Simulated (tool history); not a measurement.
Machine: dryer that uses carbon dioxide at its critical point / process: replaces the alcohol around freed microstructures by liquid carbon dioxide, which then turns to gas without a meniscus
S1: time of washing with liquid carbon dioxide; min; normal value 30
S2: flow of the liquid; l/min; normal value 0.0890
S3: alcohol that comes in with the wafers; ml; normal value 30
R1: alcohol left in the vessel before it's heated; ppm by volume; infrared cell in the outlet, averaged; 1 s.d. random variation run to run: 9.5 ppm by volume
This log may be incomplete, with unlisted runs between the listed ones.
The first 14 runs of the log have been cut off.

run,hour,S1,S2,S3,R1
15,362.5,30,0.0890,30,712
16,401.7,30,0.0890,30,745
17,432.1,30,0.0890,30,765
18,451.8,19,0.0890,30,3599
19,487.9,30,0.0890,44,1099
20,516.6,30,0.0890,44,1105
21,554.4,30,0.0890,44,1117
22,593.5,30,0.1016,63,981
23,630.6,43,0.1131,33,147
24,648.9,43,0.0890,42,289
25,688.9,43,0.1201,42,146
26,707.2,26,0.0890,47,2385
27,727.1,26,0.0890,47,2424
28,757.8,40,0.0890,70,589
29,786.5,21,0.0645,30,6760
30,807.6,21,0.0645,30,6949
31,836.6,21,0.0649,113,25601
# hour 855.7: inlet filter changed
32,873.5,21,0.0649,113,19929
33,904.2,21,0.0649,113,20177
34,928.1,21,0.0649,113,20267
35,949.5,42,0.0890,105,451
36,986.7,20,0.0890,37,3617
# hour 995.0: purifier's bed changed
37,1019.8,30,0.0890,23,466
38,1048.4,30,0.0890,23,497

Below are 4 alternative next runs, each starting from the tool's condition after run 38. Predict each:
A,1080.4,30,0.0890,50,?
B,1080.4,30,0.0866,24,?
C,1080.4,18,0.0609,46,?
D,1080.4,21,0.0890,29,?

run,R1
A,1107
B,595
C,14015
D,2375
What these runs would have given with no unlogged condition in the tool:
run,R1
A,927
B,497
C,13043
D,2100

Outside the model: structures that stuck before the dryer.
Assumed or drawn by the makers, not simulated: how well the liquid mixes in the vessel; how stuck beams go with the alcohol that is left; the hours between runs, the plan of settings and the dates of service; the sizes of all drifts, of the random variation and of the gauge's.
